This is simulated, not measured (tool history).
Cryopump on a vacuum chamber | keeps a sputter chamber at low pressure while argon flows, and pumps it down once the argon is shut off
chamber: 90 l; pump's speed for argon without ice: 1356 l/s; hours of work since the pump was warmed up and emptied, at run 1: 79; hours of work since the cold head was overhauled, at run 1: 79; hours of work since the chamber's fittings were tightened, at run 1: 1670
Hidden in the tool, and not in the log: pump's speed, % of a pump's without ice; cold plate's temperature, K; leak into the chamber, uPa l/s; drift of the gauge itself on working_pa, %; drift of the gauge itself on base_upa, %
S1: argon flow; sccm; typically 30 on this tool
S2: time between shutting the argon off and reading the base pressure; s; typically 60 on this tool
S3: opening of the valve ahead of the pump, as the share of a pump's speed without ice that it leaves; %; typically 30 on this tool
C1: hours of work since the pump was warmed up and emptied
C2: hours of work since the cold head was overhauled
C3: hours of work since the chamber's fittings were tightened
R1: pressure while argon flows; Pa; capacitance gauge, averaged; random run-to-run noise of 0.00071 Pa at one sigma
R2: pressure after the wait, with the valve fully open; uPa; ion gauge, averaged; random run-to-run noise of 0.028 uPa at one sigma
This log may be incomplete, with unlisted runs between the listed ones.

run,day,S1,S2,S3,C1,C2,C3,R1,R2
1,0.000,30,60,30,79,79,1670,0.1264,1.78
2,0.892,30,60,30,95,95,1686,0.1254,1.75
3,1.950,30,60,30,114,114,1704,0.1263,1.84
4,2.762,30,60,37,128,128,1719,0.1032,1.83
5,3.517,30,60,37,141,141,1732,0.1041,1.84
6,4.138,30,60,48,152,152,1743,0.0812,1.86
7,4.992,30,60,18,168,168,1758,0.2086,1.84
8,6.017,30,60,30,186,186,1776,0.1280,1.87
9,6.583,30,60,39,196,196,1786,0.0990,1.88
10,7.142,30,60,39,206,206,1796,0.0997,1.82
11,7.704,30,230,30,216,216,1806,0.1272,1.07
12,8.379,30,256,30,227,227,1818,0.1277,1.05
13,9.154,57,36,30,241,241,1832,0.2412,2.59
14,10.267,50,41,42,261,261,1851,0.1545,2.41
15,11.088,50,41,42,275,275,1866,0.1544,2.42
# day 11.746: leaking fittings of the chamber tightened, without venting
16,12.362,30,60,34,296,296,11,0.1148,1.37
17,13.083,30,60,47,309,309,24,0.0845,1.37
18,14.304,38,36,30,331,331,45,0.1631,2.06
19,15.496,38,36,30,352,352,66,0.1648,2.08

Here are 4 independent what-if runs from the current tool condition. What would each one return?
A,16.162,55,36,26,364,364,78,?,?
B,16.162,38,265,46,364,364,78,?,?
C,16.162,27,131,32,364,364,78,?,?
D,16.162,26,60,36,364,364,78,?,?

run,R1,R2
A,0.2751,2.15
B,0.1100,0.57
C,0.1097,0.81
D,0.0951,1.42
Stripped of hidden state, with their random variation kept, the same runs would have yielded:
run,R1,R2
A,0.2654,2.05
B,0.1033,0.46
C,0.1050,0.71
D,0.0905,1.31

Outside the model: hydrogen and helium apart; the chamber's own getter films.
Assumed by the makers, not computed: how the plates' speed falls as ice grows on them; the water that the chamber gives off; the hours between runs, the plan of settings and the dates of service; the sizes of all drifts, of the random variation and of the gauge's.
